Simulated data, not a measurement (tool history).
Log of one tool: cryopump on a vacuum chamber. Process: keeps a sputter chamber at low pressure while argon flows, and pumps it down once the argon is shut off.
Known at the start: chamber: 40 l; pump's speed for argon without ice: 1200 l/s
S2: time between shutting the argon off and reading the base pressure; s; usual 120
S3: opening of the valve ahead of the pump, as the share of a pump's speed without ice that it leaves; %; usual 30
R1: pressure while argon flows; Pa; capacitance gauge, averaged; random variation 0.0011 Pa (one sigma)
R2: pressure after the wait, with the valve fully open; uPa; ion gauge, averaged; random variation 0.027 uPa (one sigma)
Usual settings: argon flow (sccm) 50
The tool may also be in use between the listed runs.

Run 1, hour 0: usual settings. Result: R1 0.2443 Pa, R2 2.18 uPa.
Run 2, hour 24.1: usual settings. Result: R1 0.2467 Pa, R2 2.35 uPa.
Run 3, hour 45.5: usual settings. Result: R1 0.248 Pa, R2 2.37 uPa.
Run 4, hour 81.9: usual settings. Result: R1 0.2456 Pa, R2 2.34 uPa.
Run 5, hour 114.5: usual settings. Result: R1 0.2476 Pa, R2 2.33 uPa.
Run 6, hour 149.1: usual settings but argon flow (sccm) 60, S2 23 s. Result: R1 0.2994 Pa, R2 6.18 uPa.
Run 7, hour 170.2: usual settings but argon flow (sccm) 49, S2 22 s, S3 59 %. Result: R1 0.1324 Pa, R2 6.42 uPa.
Run 8, hour 190.4: usual settings but argon flow (sccm) 94, S2 21 s. Result: R1 0.4702 Pa, R2 6.77 uPa.

Run 9 comes next. What will it give?
Run 9, hour 219.9: usual settings but argon flow (sccm) 44, S3 39 %. Result: R1 ?, R2 ?.

R1: 0.1756 Pa
R2: 2.5 uPa
Without the tool's hidden state the same run would have given R1 0.1601 Pa, R2 1.18 uPa.
